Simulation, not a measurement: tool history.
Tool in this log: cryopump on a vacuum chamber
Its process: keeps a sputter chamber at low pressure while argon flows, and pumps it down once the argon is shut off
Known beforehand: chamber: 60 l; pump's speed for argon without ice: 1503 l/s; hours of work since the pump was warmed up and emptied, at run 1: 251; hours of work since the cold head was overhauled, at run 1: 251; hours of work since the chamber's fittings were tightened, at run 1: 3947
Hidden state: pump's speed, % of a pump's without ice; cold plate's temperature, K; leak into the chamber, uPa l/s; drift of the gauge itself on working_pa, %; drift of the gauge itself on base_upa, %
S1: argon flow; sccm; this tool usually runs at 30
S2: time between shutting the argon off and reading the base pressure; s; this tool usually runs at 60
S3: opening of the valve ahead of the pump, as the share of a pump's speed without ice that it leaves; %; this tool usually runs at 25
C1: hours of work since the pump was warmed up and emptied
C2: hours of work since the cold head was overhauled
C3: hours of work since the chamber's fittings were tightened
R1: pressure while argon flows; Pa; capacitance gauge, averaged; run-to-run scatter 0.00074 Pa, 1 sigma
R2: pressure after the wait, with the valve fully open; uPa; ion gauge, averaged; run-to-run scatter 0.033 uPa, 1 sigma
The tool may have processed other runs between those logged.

Run 1, hour 0: usual settings; C1 251; C2 251; C3 3947. Result: R1 0.1384 Pa, R2 2.88 uPa.
Run 2, hour 17.9: usual settings; C1 263; C2 263; C3 3959. Result: R1 0.1386 Pa, R2 2.79 uPa.
Run 3, hour 29.7: usual settings; C1 271; C2 271; C3 3967. Result: R1 0.1377 Pa, R2 2.83 uPa.
Run 4, hour 54.9: usual settings; C1 288; C2 288; C3 3984. Result: R1 0.1398 Pa, R2 2.87 uPa.
At hour 69: leaking fittings of the chamber tightened, without venting.
Run 5, hour 69.6: usual settings; C1 297; C2 297; C3 0. Result: R1 0.1402 Pa, R2 1.74 uPa.
Run 6, hour 92.2: usual settings; C1 312; C2 312; C3 16. Result: R1 0.1397 Pa, R2 1.76 uPa.
Run 7, hour 106.9: usual settings but S1 17 sccm; C1 322; C2 322; C3 26. Result: R1 0.0801 Pa, R2 1.79 uPa.
Run 8, hour 121.6: usual settings but S3 35 %; C1 332; C2 332; C3 36. Result: R1 0.1007 Pa, R2 1.76 uPa.
Run 9, hour 135.7: usual settings but S3 35 %; C1 342; C2 342; C3 45. Result: R1 0.1022 Pa, R2 1.76 uPa.
Run 10, hour 156.5: usual settings but S3 35 %; C1 356; C2 356; C3 59. Result: R1 0.1021 Pa, R2 1.7 uPa.
Run 11, hour 177.6: usual settings but S3 32 %; C1 370; C2 370; C3 74. Result: R1 0.1111 Pa, R2 1.78 uPa.
Run 12, hour 196.7: usual settings but S3 32 %; C1 383; C2 383; C3 86. Result: R1 0.1116 Pa, R2 1.82 uPa.
Run 13, hour 211.5: usual settings but S3 32 %; C1 393; C2 393; C3 96. Result: R1 0.111 Pa, R2 1.84 uPa.
Run 14, hour 231.9: usual settings but S2 24 s, S3 32 %; C1 407; C2 407; C3 110. Result: R1 0.1132 Pa, R2 4.14 uPa.
Run 15, hour 250.2: usual settings but S1 50 sccm, S3 31 %; C1 419; C2 419; C3 123. Result: R1 0.1918 Pa, R2 1.84 uPa.
Run 16, hour 273.9: usual settings but S1 19 sccm, S3 41 %; C1 435; C2 435; C3 139. Result: R1 0.0571 Pa, R2 1.83 uPa.
Run 17, hour 297.8: usual settings but S1 13 sccm, S3 40 %; C1 451; C2 451; C3 155. Result: R1 0.0398 Pa, R2 1.87 uPa.
Run 18, hour 320.3: usual settings but S1 21 sccm, S2 37 s, S3 47 %; C1 467; C2 467; C3 170. Result: R1 0.0556 Pa, R2 2.62 uPa.
Run 19, hour 337.3: usual settings but S1 21 sccm, S2 37 s, S3 47 %; C1 478; C2 478; C3 182. Result: R1 0.0553 Pa, R2 2.74 uPa.
Run 20, hour 348.3: usual settings but S1 14 sccm, S3 36 %; C1 486; C2 486; C3 189. Result: R1 0.0468 Pa, R2 1.86 uPa.
Run 21, hour 362.8: usual settings but S1 13 sccm; C1 495; C2 495; C3 199. Result: R1 0.0622 Pa, R2 1.89 uPa.
Run 22, hour 379.6: usual settings but S3 34 %; C1 507; C2 507; C3 210. Result: R1 0.1078 Pa, R2 1.82 uPa.
Run 23, hour 395.3: usual settings but S1 14 sccm, S2 26 s, S3 38 %; C1 517; C2 517; C3 221. Result: R1 0.0449 Pa, R2 3.88 uPa.
Run 24, hour 412.5: usual settings but S1 43 sccm, S2 143 s, S3 39 %; C1 529; C2 529; C3 232. Result: R1 0.1366 Pa, R2 1.01 uPa.
Run 25, hour 428.9: usual settings but S1 13 sccm, S2 247 s, S3 39 %; C1 540; C2 540; C3 244. Result: R1 0.0408 Pa, R2 0.75 uPa.

4 options for the next run, each taken on its own from the tool as it stands now. Forecast them:
Run A, hour 446.1: usual settings but S1 18 sccm, S2 24 s, S3 26 %; C1 552; C2 552; C3 255. Result: R1 ?, R2 ?.
Run B, hour 446.1: usual settings but S1 53 sccm; C1 552; C2 552; C3 255. Result: R1 ?, R2 ?.
Run C, hour 446.1: usual settings but S1 45 sccm; C1 552; C2 552; C3 255. Result: R1 ?, R2 ?.
Run D, hour 446.1: usual settings but S1 37 sccm, S2 116 s, S3 21 %; C1 552; C2 552; C3 255. Result: R1 ?, R2 ?.

run      R1    R2
  A  0.0839  4.17
  B   0.255  1.88
  C  0.2172  1.85
  D  0.2097  1.09
With the hidden condition removed and each run's random variation left untouched, the same runs would have given:
run      R1    R2
  A  0.0785  4.01
  B  0.2391  1.73
  C  0.2037   1.7
  D  0.1986  0.94
